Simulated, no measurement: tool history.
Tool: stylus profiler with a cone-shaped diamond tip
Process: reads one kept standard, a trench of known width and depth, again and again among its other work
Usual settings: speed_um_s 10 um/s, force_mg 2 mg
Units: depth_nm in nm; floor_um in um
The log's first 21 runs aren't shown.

| run | day | speed_um_s | force_mg | scans with this tip | hours of work since the height scale was calibrated | depth_nm | floor_um |
|---|---|---|---|---|---|---|---|
| 22 | 13.662 | 3 | 3.15 | 3013 | 241 | 505.02 | 47.22 |
| 23 | 14.046 | 3 | 3.15 | 3072 | 246 | 505.11 | 47.15 |
| 24 | 14.85 | 10 | 1.14 | 3195 | 256 | 502.84 | 47.19 |
| 25 | 15.262 | 26 | 1.53 | 3258 | 261 | 503.46 | 47.13 |
| 26 | 16.05 | 10 | 3.2 | 3379 | 271 | 505.54 | 47.22 |
| 27 | 16.592 | 5 | 2.59 | 3462 | 277 | 504.78 | 47.17 |
| 28 | 17.483 | 4 | 1.08 | 3598 | 288 | 503 | 47.21 |
| 29 | 18.208 | 10 | 4.41 | 3709 | 297 | 506.39 | 47.19 |
| 30 | 18.629 | 10 | 2.52 | 3773 | 302 | 504.72 | 47.15 |
| 31 | 19.396 | 4 | 1.21 | 3891 | 312 | 503.03 | 47.18 |
| 32 | 19.812 | 4 | 1.21 | 3955 | 317 | 503.35 | 47.19 |
| 33 | 20.533 | 12 | 2 | 4065 | 325 | 504.03 | 47.13 |
| 34 | 21.442 | 13 | 2 | 4204 | 337 | 504.18 | 47.07 |
| 35 | 22.192 | 10 | 3.66 | 4319 | 346 | 506.11 | 47.18 |
| 36 | 22.838 | 10 | 3.66 | 4418 | 354 | 505.85 | 47.14 |
| 37 | 23.225 | 10 | 3.66 | 4477 | 358 | 505.89 | 47.15 |

Forecast each of these 4 alternatives for the next run:
| A | 23.796 | 16 | 3.11 | 4565 | 365 | ? | ? |
| B | 23.796 | 9 | 1.25 | 4565 | 365 | ? | ? |
| C | 23.796 | 31 | 3.23 | 4565 | 365 | ? | ? |
| D | 23.796 | 10 | 1.75 | 4565 | 365 | ? | ? |

| run | depth_nm | floor_um |
|---|---|---|
| A | 505.38 | 47.11 |
| B | 503.34 | 47.08 |
| C | 505.44 | 47.07 |
| D | 503.76 | 47.1 |
Without the tool's hidden state the same runs would have given:
| run | depth_nm | floor_um |
|---|---|---|
| A | 504.59 | 47.31 |
| B | 502.54 | 47.29 |
| C | 504.64 | 47.27 |
| D | 502.96 | 47.3 |
